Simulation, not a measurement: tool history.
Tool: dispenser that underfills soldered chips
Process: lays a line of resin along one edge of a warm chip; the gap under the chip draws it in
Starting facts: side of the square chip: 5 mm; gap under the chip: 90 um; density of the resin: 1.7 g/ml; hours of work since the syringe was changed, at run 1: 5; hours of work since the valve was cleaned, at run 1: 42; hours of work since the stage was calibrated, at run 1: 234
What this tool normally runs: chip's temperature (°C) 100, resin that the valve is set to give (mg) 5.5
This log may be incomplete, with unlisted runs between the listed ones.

run	hour	chip's temperature (°C)	resin that the valve is set to give (mg)	hours of work since the syringe was changed	hours of work since the valve was cleaned	hours of work since the stage was calibrated	time until the resin shows at the far edge (s)	resin that the valve gave (mg)
1	0	100	5.5	5	42	234	14.6	5.34
# hour 0.9: new syringe of resin
2	7.8	100	5.5	5	48	239	14.3	5.18
# hour 9.4: new syringe of resin
# hour 18: new syringe of resin
3	18.5	100	5.5	0	55	247	10.3	5.2
4	23.3	100	5.5	4	58	250	13.7	5.22
# hour 26.4: new syringe of resin
5	32.8	100	5.5	4	65	256	14.4	5.15
# hour 34.8: new syringe of resin
# hour 37.4: dispensing valve cleaned and set on the balance
6	38.6	100	5.5	2	1	260	11.8	5.47
# hour 44: new syringe of resin
7	45.9	107	5.5	1	6	265	9.1	5.48
8	50.4	100	5.5	5	9	268	13.4	5.44
# hour 52.8: new syringe of resin
9	58.3	100	5.5	4	14	273	13.9	5.44
# hour 61.5: new syringe of resin
10	67.4	100	5.5	4	20	279	13.9	5.42
# hour 70: new syringe of resin
11	73.2	100	5.5	2	24	283	11.8	5.4
# hour 78.6: new syringe of resin
12	83.3	100	5.5	3	31	290	12.3	5.32
# hour 87.2: new syringe of resin
13	90.4	100	5.5	2	36	295	12	5.31
# hour 95.9: new syringe of resin
14	100.2	100	5.5	3	43	302	12.8	5.29
# hour 104.2: new syringe of resin
15	107.3	100	5.5	2	48	306	11.9	5.29
# hour 113.1: new syringe of resin
16	114.9	100	5.5	1	53	312	11.1	5.24
# hour 121.3: new syringe of resin
17	121.9	100	5.5	0	57	316	10.8	5.24
# hour 130.1: new syringe of resin
18	130.6	100	5.5	0	63	322	10.3	5.21
# hour 136.2: dispensing valve cleaned and set on the balance
# hour 139.8: new syringe of resin
19	141.4	106	5.38	1	4	329	8.8	5.37

Run 20, settings as shown, results not yet in. Your forecast:
20	147.1	106	5.38	5	8	333	?	?

For run 20 the tool returned time until the resin shows at the far edge (s) 11.9, resin that the valve gave (mg) 5.35.
Had the tool carried no hidden state, the very same run would have given time until the resin shows at the far edge (s) 7.6, resin that the valve gave (mg) 5.37.
